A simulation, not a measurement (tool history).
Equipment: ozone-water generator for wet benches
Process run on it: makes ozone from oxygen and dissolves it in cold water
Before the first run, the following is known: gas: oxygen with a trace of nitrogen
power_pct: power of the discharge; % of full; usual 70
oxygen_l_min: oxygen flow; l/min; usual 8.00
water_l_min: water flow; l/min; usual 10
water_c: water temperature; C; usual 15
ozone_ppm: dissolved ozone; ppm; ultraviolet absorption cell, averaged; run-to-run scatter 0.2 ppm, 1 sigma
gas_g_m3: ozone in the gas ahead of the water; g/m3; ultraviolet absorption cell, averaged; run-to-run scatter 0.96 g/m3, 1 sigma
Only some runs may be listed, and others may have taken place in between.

run 1 hour=0.0 | power_pct=70 oxygen_l_min=8.00 water_l_min=10 water_c=15 | ozone_ppm=28.9 gas_g_m3=164.0
run 2 hour=120.3 | power_pct=70 oxygen_l_min=8.00 water_l_min=14 water_c=15 | ozone_ppm=23.8 gas_g_m3=164.1
run 3 hour=202.6 | power_pct=70 oxygen_l_min=8.00 water_l_min=10 water_c=22 | ozone_ppm=24.7 gas_g_m3=164.7
run 4 hour=269.6 | power_pct=70 oxygen_l_min=8.00 water_l_min=10 water_c=22 | ozone_ppm=24.8 gas_g_m3=164.3
run 5 hour=339.6 | power_pct=70 oxygen_l_min=8.00 water_l_min=10 water_c=10 | ozone_ppm=32.0 gas_g_m3=162.6
run 6 hour=465.7 | power_pct=70 oxygen_l_min=10.75 water_l_min=10 water_c=15 | ozone_ppm=27.3 gas_g_m3=140.7
run 7 hour=586.3 | power_pct=70 oxygen_l_min=10.75 water_l_min=10 water_c=15 | ozone_ppm=26.9 gas_g_m3=141.6
run 8 hour=687.6 | power_pct=70 oxygen_l_min=8.00 water_l_min=10 water_c=13 | ozone_ppm=30.2 gas_g_m3=161.3
run 9 hour=804.4 | power_pct=70 oxygen_l_min=8.00 water_l_min=10 water_c=13 | ozone_ppm=30.3 gas_g_m3=161.9
run 10 hour=906.4 | power_pct=70 oxygen_l_min=8.00 water_l_min=10 water_c=13 | ozone_ppm=30.2 gas_g_m3=162.8
run 11 hour=1003.1 | power_pct=70 oxygen_l_min=8.00 water_l_min=10 water_c=13 | ozone_ppm=29.8 gas_g_m3=163.4
run 12 hour=1133.0 | power_pct=70 oxygen_l_min=8.00 water_l_min=10 water_c=13 | ozone_ppm=30.3 gas_g_m3=160.8
run 13 hour=1254.1 | power_pct=70 oxygen_l_min=8.00 water_l_min=10 water_c=13 | ozone_ppm=30.3 gas_g_m3=159.6
run 14 hour=1358.2 | power_pct=70 oxygen_l_min=8.00 water_l_min=10 water_c=13 | ozone_ppm=30.0 gas_g_m3=160.3
run 15 hour=1489.9 | power_pct=70 oxygen_l_min=8.00 water_l_min=10 water_c=15 | ozone_ppm=28.9 gas_g_m3=160.7
run 16 hour=1562.8 | power_pct=70 oxygen_l_min=8.00 water_l_min=10 water_c=15 | ozone_ppm=29.6 gas_g_m3=159.7
run 17 hour=1636.9 | power_pct=70 oxygen_l_min=8.00 water_l_min=10 water_c=15 | ozone_ppm=28.9 gas_g_m3=160.4
run 18 hour=1729.7 | power_pct=70 oxygen_l_min=13.13 water_l_min=10 water_c=20 | ozone_ppm=22.2 gas_g_m3=124.9
run 19 hour=1820.2 | power_pct=96 oxygen_l_min=6.74 water_l_min=6 water_c=16 | ozone_ppm=48.4 gas_g_m3=227.1
run 20 hour=1899.6 | power_pct=96 oxygen_l_min=6.74 water_l_min=6 water_c=16 | ozone_ppm=48.4 gas_g_m3=226.7
run 21 hour=1983.8 | power_pct=70 oxygen_l_min=4.47 water_l_min=10 water_c=15 | ozone_ppm=31.2 gas_g_m3=215.0
run 22 hour=2049.4 | power_pct=70 oxygen_l_min=4.47 water_l_min=10 water_c=15 | ozone_ppm=31.3 gas_g_m3=214.9
run 23 hour=2137.2 | power_pct=70 oxygen_l_min=4.47 water_l_min=10 water_c=15 | ozone_ppm=31.5 gas_g_m3=215.6
run 24 hour=2233.4 | power_pct=97 oxygen_l_min=4.90 water_l_min=8 water_c=21 | ozone_ppm=41.0 gas_g_m3=267.4
-- hour=2345.1 gauge calibrated
run 25 hour=2365.7 | power_pct=97 oxygen_l_min=4.90 water_l_min=8 water_c=21 | ozone_ppm=41.4 gas_g_m3=275.2
run 26 hour=2425.1 | power_pct=47 oxygen_l_min=8.71 water_l_min=9 water_c=21 | ozone_ppm=18.6 gas_g_m3=114.0
run 27 hour=2484.9 | power_pct=70 oxygen_l_min=8.00 water_l_min=11 water_c=15 | ozone_ppm=27.6 gas_g_m3=162.8
run 28 hour=2580.4 | power_pct=70 oxygen_l_min=8.00 water_l_min=11 water_c=15 | ozone_ppm=27.7 gas_g_m3=163.9
run 29 hour=2673.8 | power_pct=58 oxygen_l_min=8.00 water_l_min=11 water_c=15 | ozone_ppm=23.7 gas_g_m3=139.5
run 30 hour=2731.6 | power_pct=76 oxygen_l_min=8.00 water_l_min=10 water_c=9 | ozone_ppm=35.6 gas_g_m3=174.4
run 31 hour=2857.2 | power_pct=66 oxygen_l_min=13.25 water_l_min=14 water_c=10 | ozone_ppm=23.3 gas_g_m3=118.5
run 32 hour=2939.2 | power_pct=66 oxygen_l_min=13.25 water_l_min=14 water_c=10 | ozone_ppm=23.0 gas_g_m3=118.2

Here are 3 independent what-if runs from the current tool condition. What would each one return?
run A hour=3014.6 | power_pct=66 oxygen_l_min=4.44 water_l_min=10 water_c=11 | ozone_ppm=? gas_g_m3=?
run B hour=3014.6 | power_pct=70 oxygen_l_min=5.04 water_l_min=10 water_c=15 | ozone_ppm=? gas_g_m3=?
run C hour=3014.6 | power_pct=66 oxygen_l_min=6.19 water_l_min=13 water_c=10 | ozone_ppm=? gas_g_m3=?

run=A ozone_ppm=32.1 gas_g_m3=208.8
run=B ozone_ppm=30.8 gas_g_m3=205.1
run=C ozone_ppm=26.4 gas_g_m3=177.1
With no hidden state in the tool, these same runs would have given:
run=A ozone_ppm=32.1 gas_g_m3=210.7
run=B ozone_ppm=30.8 gas_g_m3=207.0
run=C ozone_ppm=26.4 gas_g_m3=178.7
